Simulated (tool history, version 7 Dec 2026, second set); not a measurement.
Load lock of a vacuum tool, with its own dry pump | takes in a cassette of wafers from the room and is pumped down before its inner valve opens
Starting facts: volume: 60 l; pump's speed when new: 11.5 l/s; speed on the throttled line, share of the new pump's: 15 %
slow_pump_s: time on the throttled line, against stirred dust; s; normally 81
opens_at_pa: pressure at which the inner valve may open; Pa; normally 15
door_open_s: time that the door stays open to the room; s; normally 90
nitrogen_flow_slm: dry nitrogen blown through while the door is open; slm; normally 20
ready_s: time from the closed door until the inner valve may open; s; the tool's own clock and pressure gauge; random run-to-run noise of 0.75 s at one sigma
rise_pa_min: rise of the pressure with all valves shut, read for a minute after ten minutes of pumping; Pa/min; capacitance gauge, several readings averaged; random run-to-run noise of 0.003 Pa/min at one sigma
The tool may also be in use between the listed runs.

| run | hour | slow_pump_s | opens_at_pa | door_open_s | nitrogen_flow_slm | incoming humidity of the room's air, % | ready_s | rise_pa_min |
|---|---|---|---|---|---|---|---|---|
| 1 | 0 | 81 | 15 | 90 | 20 | 44.4 | 117.1 | 0.431 |
| 2 | 367.6 | 81 | 15 | 90 | 20 | 42.6 | 117.7 | 0.444 |
| 3 | 856.2 | 74 | 15 | 90 | 20 | 47.8 | 112 | 0.48 |
| 4 | 1356.2 | 81 | 15 | 85 | 20 | 43.3 | 120.3 | 0.511 |
| 5 | 1784.4 | 81 | 15 | 85 | 20 | 43.6 | 120.8 | 0.519 |
| 6 | 2142.9 | 50 | 15 | 85 | 31 | 43.1 | 93.6 | 0.529 |
| 7 | 2648.6 | 50 | 15 | 64 | 31 | 46.9 | 94.2 | 0.547 |
|  | 2982.3 | door's seal changed, seat wiped |
| 8 | 3263 | 50 | 15 | 64 | 31 | 42 | 96.1 | 0.02 |
| 9 | 3548 | 50 | 15 | 64 | 31 | 47.2 | 95.5 | 0.029 |
| 10 | 3859.5 | 94 | 15 | 90 | 18 | 49.3 | 131.8 | 0.05 |

Predict each of these 5 candidate next runs independently; none follows another, all start after run 10:
| A | 4362.5 | 81 | 26 | 90 | 20 | 44.9 | ? | ? |
| B | 4362.5 | 94 | 22 | 90 | 18 | 45.8 | ? | ? |
| C | 4362.5 | 88 | 15 | 90 | 20 | 43.2 | ? | ? |
| D | 4362.5 | 55 | 15 | 67 | 27 | 44 | ? | ? |
| E | 4362.5 | 81 | 15 | 90 | 8 | 42.1 | ? | ? |

| run | ready_s | rise_pa_min |
|---|---|---|
| A | 117.1 | 0.048 |
| B | 128.8 | 0.061 |
| C | 126.1 | 0.052 |
| D | 99.2 | 0.04 |
| E | 121.6 | 0.065 |
With no hidden state in the tool, these same runs would have given:
| run | ready_s | rise_pa_min |
|---|---|---|
| A | 111.3 | 0.031 |
| B | 123.1 | 0.043 |
| C | 120 | 0.034 |
| D | 92 | 0.022 |
| E | 115.1 | 0.047 |

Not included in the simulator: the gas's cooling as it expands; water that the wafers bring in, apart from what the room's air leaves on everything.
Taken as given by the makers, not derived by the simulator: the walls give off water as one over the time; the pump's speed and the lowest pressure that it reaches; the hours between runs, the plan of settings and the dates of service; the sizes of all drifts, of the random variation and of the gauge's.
